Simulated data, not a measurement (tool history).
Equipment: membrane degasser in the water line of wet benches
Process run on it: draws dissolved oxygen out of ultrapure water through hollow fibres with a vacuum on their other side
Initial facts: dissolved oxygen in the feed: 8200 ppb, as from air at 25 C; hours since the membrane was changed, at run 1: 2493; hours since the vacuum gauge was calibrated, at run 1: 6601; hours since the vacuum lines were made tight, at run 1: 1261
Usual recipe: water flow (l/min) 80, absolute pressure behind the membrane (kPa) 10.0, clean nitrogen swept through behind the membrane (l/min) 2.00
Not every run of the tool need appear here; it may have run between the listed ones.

run    hour  water flow (l/min)  absolute pressure behind the membrane (kPa)  clean nitrogen swept through behind the membrane (l/min)  hours since the membrane was changed  hours since the vacuum gauge was calibrated  hours since the vacuum lines were made tight  dissolved oxygen in the water behind the degasser (ppb)  pressure that the water loses in the fibres (kPa)
  1     0.0                  80                                         10.0                                                      2.00                                  2493                                         6601                                          1261                                                    532.5                                              56.98
  2    81.8                  80                                         10.0                                                      2.00                                  2574                                         6683                                          1343                                                    530.0                                              56.85
  3   175.5                 109                                         10.0                                                      2.00                                  2668                                         6777                                          1436                                                    673.3                                              78.09
  4   266.2                 109                                         10.0                                                      2.00                                  2759                                         6867                                          1527                                                    682.4                                              78.01
  5   312.5                  80                                         10.0                                                      1.09                                  2805                                         6914                                          1573                                                    809.7                                              57.39
  6   367.1                  80                                         10.0                                                      1.09                                  2860                                         6968                                          1628                                                    816.5                                              56.84
      416.6  -- vacuum gauge calibrated
  7   449.1                  80                                         10.0                                                      1.09                                  2941                                           32                                          1709                                                    816.1                                              56.87
  8   497.2                  80                                         10.0                                                      1.09                                  2989                                           81                                          1758                                                    810.2                                              57.22
  9   591.3                  80                                         10.0                                                      1.09                                  3083                                          175                                          1852                                                    811.3                                              56.79
 10   636.0                  80                                         10.0                                                      1.09                                  3128                                          219                                          1896                                                    809.5                                              56.95
 11   720.0                  80                                         10.0                                                      1.09                                  3212                                          303                                          1980                                                    812.9                                              56.49
 12   769.5                  80                                         10.0                                                      1.09                                  3262                                          353                                          2030                                                    813.3                                              57.22
 13   830.3                  80                                         10.0                                                      1.09                                  3323                                          414                                          2091                                                    806.1                                              57.06
 14   885.7                  80                                         10.0                                                      1.42                                  3378                                          469                                          2146                                                    680.5                                              56.62
 15   927.0                  80                                         10.0                                                      2.00                                  3419                                          510                                          2187                                                    528.8                                              57.43
 16   966.8                  80                                         10.0                                                      2.00                                  3459                                          550                                          2227                                                    532.0                                              57.21
 17  1059.0                  80                                         10.0                                                      2.00                                  3551                                          642                                          2319                                                    537.1                                              57.31
 18  1119.8                  71                                         24.9                                                      2.00                                  3612                                          703                                          2380                                                   1386.7                                              50.94
 19  1179.3                  80                                          6.9                                                      2.00                                  3671                                          763                                          2440                                                    304.0                                              56.76
 20  1237.6                  80                                         21.5                                                      3.36                                  3730                                          821                                          2498                                                    880.3                                              57.41
 21  1329.4                 104                                          9.6                                                      3.15                                  3822                                          913                                          2590                                                    445.6                                              74.58
 22  1375.7                 117                                         19.8                                                      5.52                                  3868                                          959                                          2636                                                    746.6                                              83.56
 23  1469.6                 117                                         19.8                                                      5.52                                  3962                                         1053                                          2730                                                    747.3                                              83.52
 24  1561.7                  54                                         10.0                                                      3.45                                  4054                                         1145                                          2822                                                    241.9                                              38.75
 25  1619.4                  54                                         10.0                                                      3.45                                  4112                                         1203                                          2880                                                    246.0                                              38.43
 26  1703.8                  54                                          6.7                                                      2.24                                  4196                                         1287                                          2964                                                    189.3                                              38.57
 27  1786.7                  54                                          9.8                                                      4.35                                  4279                                         1370                                          3047                                                    195.3                                              38.25
 28  1862.3                 104                                         16.9                                                      0.88                                  4354                                         1446                                          3123                                                   1998.7                                              74.71
 29  1916.5                  76                                         18.1                                                      2.25                                  4409                                         1500                                          3177                                                    951.5                                              54.77
 30  2009.2                  76                                         18.1                                                      2.25                                  4501                                         1593                                          3270                                                    953.0                                              54.68
 31  2079.7                  59                                         18.1                                                      1.17                                  4572                                         1663                                          3340                                                   1263.4                                              42.39
 32  2151.6                  55                                         12.3                                                      1.17                                  4644                                         1735                                          3412                                                    773.9                                              38.89

Alternative continuations, all from the tool just after run 32; predict every row:
  A  2201.5                  80                                         18.7                                                      2.00                                  4694                                         1785                                          3462                                                        ?                                                  ?
  B  2201.5                 121                                         10.0                                                      1.10                                  4694                                         1785                                          3462                                                        ?                                                  ?
  C  2201.5                  94                                          8.4                                                      1.11                                  4694                                         1785                                          3462                                                        ?                                                  ?
  D  2201.5                  55                                          9.6                                                      1.17                                  4694                                         1785                                          3462                                                        ?                                                  ?

run  dissolved oxygen in the water behind the degasser (ppb)  pressure that the water loses in the fibres (kPa)
  A                                                   1118.2                                              57.28
  B                                                   1057.8                                              86.71
  C                                                    697.9                                              66.74
  D                                                    560.2                                              39.55
Without the tool's hidden state the same runs would have given:
run  dissolved oxygen in the water behind the degasser (ppb)  pressure that the water loses in the fibres (kPa)
  A                                                   1118.1                                              57.24
  B                                                   1057.5                                              86.66
  C                                                    697.7                                              66.70
  D                                                    560.0                                              39.53
